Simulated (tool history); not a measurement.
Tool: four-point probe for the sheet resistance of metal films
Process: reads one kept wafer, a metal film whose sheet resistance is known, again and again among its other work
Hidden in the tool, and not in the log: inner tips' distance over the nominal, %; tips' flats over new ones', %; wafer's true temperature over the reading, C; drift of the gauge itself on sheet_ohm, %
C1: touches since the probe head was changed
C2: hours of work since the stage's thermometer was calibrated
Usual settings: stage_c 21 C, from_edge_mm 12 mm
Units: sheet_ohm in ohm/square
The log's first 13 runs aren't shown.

{"run": 14, "day": 13.288, "stage_c": 21, "from_edge_mm": 12, "C1": 27754, "C2": 529, "sheet_ohm": 0.076392}
{"run": 15, "day": 14.088, "stage_c": 21, "from_edge_mm": 12, "C1": 28175, "C2": 539, "sheet_ohm": 0.076364}
{"run": 16, "day": 14.85, "stage_c": 21, "from_edge_mm": 12, "C1": 28577, "C2": 549, "sheet_ohm": 0.076397}
{"run": 17, "day": 15.592, "stage_c": 21, "from_edge_mm": 60, "C1": 28967, "C2": 559, "sheet_ohm": 0.076122}
{"run": 18, "day": 16.267, "stage_c": 21, "from_edge_mm": 12, "C1": 29323, "C2": 568, "sheet_ohm": 0.076398}
{"run": 19, "day": 17.308, "stage_c": 21, "from_edge_mm": 16, "C1": 29871, "C2": 581, "sheet_ohm": 0.07629}
{"run": 20, "day": 18.012, "stage_c": 30, "from_edge_mm": 12, "C1": 30243, "C2": 590, "sheet_ohm": 0.076384}
{"run": 21, "day": 19.029, "stage_c": 27, "from_edge_mm": 39, "C1": 30778, "C2": 603, "sheet_ohm": 0.07617}
{"run": 22, "day": 19.758, "stage_c": 18, "from_edge_mm": 6, "C1": 31163, "C2": 613, "sheet_ohm": 0.077245}
{"run": 23, "day": 21.154, "stage_c": 18, "from_edge_mm": 6, "C1": 31898, "C2": 631, "sheet_ohm": 0.077254}
{"run": 24, "day": 21.804, "stage_c": 33, "from_edge_mm": 5, "C1": 32241, "C2": 640, "sheet_ohm": 0.077719}
{"run": 25, "day": 23.104, "stage_c": 21, "from_edge_mm": 4, "C1": 32926, "C2": 657, "sheet_ohm": 0.07861}
{"run": 26, "day": 24.079, "stage_c": 31, "from_edge_mm": 28, "C1": 33440, "C2": 669, "sheet_ohm": 0.076183}
{"run": 27, "day": 25.575, "stage_c": 33, "from_edge_mm": 53, "C1": 34227, "C2": 689, "sheet_ohm": 0.076183}
{"run": 28, "day": 27.062, "stage_c": 31, "from_edge_mm": 6, "C1": 35012, "C2": 708, "sheet_ohm": 0.07726}
{"run": 29, "day": 28.404, "stage_c": 25, "from_edge_mm": 12, "C1": 35717, "C2": 726, "sheet_ohm": 0.076419}
{"run": 30, "day": 29.271, "stage_c": 21, "from_edge_mm": 8, "C1": 36173, "C2": 737, "sheet_ohm": 0.076783}
{"run": 31, "day": 29.971, "stage_c": 21, "from_edge_mm": 8, "C1": 36543, "C2": 746, "sheet_ohm": 0.076828}
{"run": 32, "day": 31.083, "stage_c": 31, "from_edge_mm": 16, "C1": 37128, "C2": 760, "sheet_ohm": 0.076307}
{"run": 33, "day": 32.0, "stage_c": 25, "from_edge_mm": 19, "C1": 37612, "C2": 772, "sheet_ohm": 0.076249}
{"run": 34, "day": 33.188, "stage_c": 21, "from_edge_mm": 12, "C1": 38238, "C2": 788, "sheet_ohm": 0.076418}
{"run": 35, "day": 34.562, "stage_c": 26, "from_edge_mm": 48, "C1": 38962, "C2": 806, "sheet_ohm": 0.076191}

Forecast each of these 3 alternatives for the next run:
{"run": "A", "day": 35.983, "stage_c": 28, "from_edge_mm": 48, "C1": 39710, "C2": 824, "sheet_ohm": "?"}
{"run": "B", "day": 35.983, "stage_c": 20, "from_edge_mm": 8, "C1": 39710, "C2": 824, "sheet_ohm": "?"}
{"run": "C", "day": 35.983, "stage_c": 21, "from_edge_mm": 48, "C1": 39710, "C2": 824, "sheet_ohm": "?"}

run=A sheet_ohm=0.076186
run=B sheet_ohm=0.076817
run=C sheet_ohm=0.076188
Without the tool's hidden state the same runs would have given:
run=A sheet_ohm=0.076323
run=B sheet_ohm=0.076955
run=C sheet_ohm=0.076325
